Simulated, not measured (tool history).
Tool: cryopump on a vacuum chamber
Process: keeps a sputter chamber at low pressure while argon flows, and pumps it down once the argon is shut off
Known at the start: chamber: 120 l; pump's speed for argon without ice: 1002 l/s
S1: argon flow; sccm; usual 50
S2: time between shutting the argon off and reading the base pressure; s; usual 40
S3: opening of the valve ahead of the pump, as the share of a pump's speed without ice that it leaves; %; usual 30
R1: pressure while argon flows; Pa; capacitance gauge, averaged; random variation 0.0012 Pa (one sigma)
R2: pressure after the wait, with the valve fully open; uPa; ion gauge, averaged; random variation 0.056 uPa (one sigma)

run	hour	S1	S2	S3	R1	R2
1	0	50	40	30	0.2889	4.12
2	39.7	50	40	41	0.2155	4.05
3	76	50	40	41	0.215	4.17
4	93.2	50	40	41	0.2137	4.08
5	129.1	50	40	30	0.2907	4.1
6	148.7	50	40	30	0.2935	4.08
7	186.2	42	40	30	0.2446	4.18
8	222.2	28	40	30	0.1624	4.2
9	243	28	40	30	0.1646	4.23
10	282.3	28	40	30	0.1654	4.3
11	319	50	40	30	0.2965	4.25
12	349.8	50	169	30	0.2961	1.8
13	372.2	50	169	30	0.2944	1.81
14	396.3	50	160	30	0.2957	1.85
15	415.8	50	160	30	0.2973	1.95
16	440.2	50	40	16	0.5426	4.33
17	458.6	69	209	36	0.3452	1.69
18	478.4	35	33	50	0.1284	5.06
19	510.8	35	33	50	0.1305	4.96
20	543.4	94	40	30	0.5652	4.48
21	579.7	29	40	30	0.1739	4.24
22	603.1	29	40	30	0.173	4.54
23	624.4	22	194	47	0.0872	1.85
24	642.9	47	40	54	0.1659	4.4
25	676.1	50	22	30	0.3004	7.13
26	704.7	50	55	43	0.2154	3.64
27	742.3	83	90	24	0.6177	2.72
28	762.9	20	40	31	0.1181	4.5
29	796.2	33	179	30	0.199	2.01
30	831	50	91	30	0.3045	2.73
31	850.4	22	39	24	0.1643	4.69
32	871	50	40	53	0.1828	4.5

4 ways to go on from here, each from the tool as it stands after run 32. What would each give?
A	899.2	66	40	53	?	?
B	899.2	50	40	31	?	?
C	899.2	50	75	28	?	?
D	899.2	20	277	17	?	?

run	R1	R2
A	0.2414	4.55
B	0.2962	4.61
C	0.3251	3.16
D	0.2081	1.86
Without the tool's hidden state the same runs would have given:
run	R1	R2
A	0.2094	3.47
B	0.2719	3.5
C	0.3008	2.04
D	0.1983	0.79
